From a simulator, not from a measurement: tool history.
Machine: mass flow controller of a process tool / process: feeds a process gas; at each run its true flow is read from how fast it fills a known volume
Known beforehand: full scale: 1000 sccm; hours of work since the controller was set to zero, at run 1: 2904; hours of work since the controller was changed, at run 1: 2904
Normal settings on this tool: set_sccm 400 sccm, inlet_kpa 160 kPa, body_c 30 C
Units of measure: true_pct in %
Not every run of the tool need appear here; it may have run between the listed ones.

run,day,set_sccm,inlet_kpa,body_c,hours of work since the controller was set to zero,hours of work since the controller was changed,true_pct
1,0,400,160,30,2904,2904,99.12
2,10.4,400,160,30,3071,3071,99.29
3,19.083,400,160,30,3211,3211,99.24
4,27.467,400,160,30,3346,3346,99.44
5,34.392,400,160,30,3458,3458,99.41
6,47.025,400,160,30,3661,3661,99.25
7,54.55,400,160,30,3783,3783,99.36
8,65.208,400,160,30,3954,3954,99.44
9,76.592,156,160,30,4138,4138,99.24
10,82.162,598,160,30,4227,4227,99.6
11,89.283,400,160,30,4342,4342,99.47
12,100.346,400,160,30,4520,4520,99.56
13,108.367,400,160,30,4649,4649,99.59
14,119,400,160,30,4821,4821,99.55
15,124.854,400,180,30,4915,4915,99.53
16,133.412,400,180,30,5053,5053,99.58
17,144.946,400,177,30,5239,5239,99.47
18,155.512,400,160,30,5409,5409,99.74
19,164.867,400,160,30,5560,5560,99.82
20,172.417,400,160,30,5681,5681,99.68
21,184.179,400,160,30,5871,5871,99.78
22,190.671,166,153,37,5975,5975,99.18
23,203.104,383,220,35,6176,6176,98.78
24,211.579,326,144,32,6312,6312,99.63
25,218.283,117,167,24,6420,6420,100.01
26,228.075,400,160,38,6578,6578,99.19
27,240.054,400,275,23,6771,6771,99.65
# day 249.233: controller exchanged for a calibrated one
28,250.038,120,275,23,13,13,99.46
29,256.45,400,147,29,116,116,100.18
30,266.717,400,147,29,282,282,100.33
31,276.079,400,147,29,432,432,100.29
32,281.846,322,160,38,525,525,99.43
33,287.225,322,239,38,612,612,98.9
34,299.021,637,222,39,802,802,99.26
35,308.346,217,160,24,952,952,100.45
36,321.658,788,160,24,1167,1167,101.04

Run 37 comes next. What will it give?
37,333.079,788,160,24,1351,1351,?

true_pct: 101.21 %
Minus the tool's unlogged condition, the same run would have read true_pct 100.22 %.
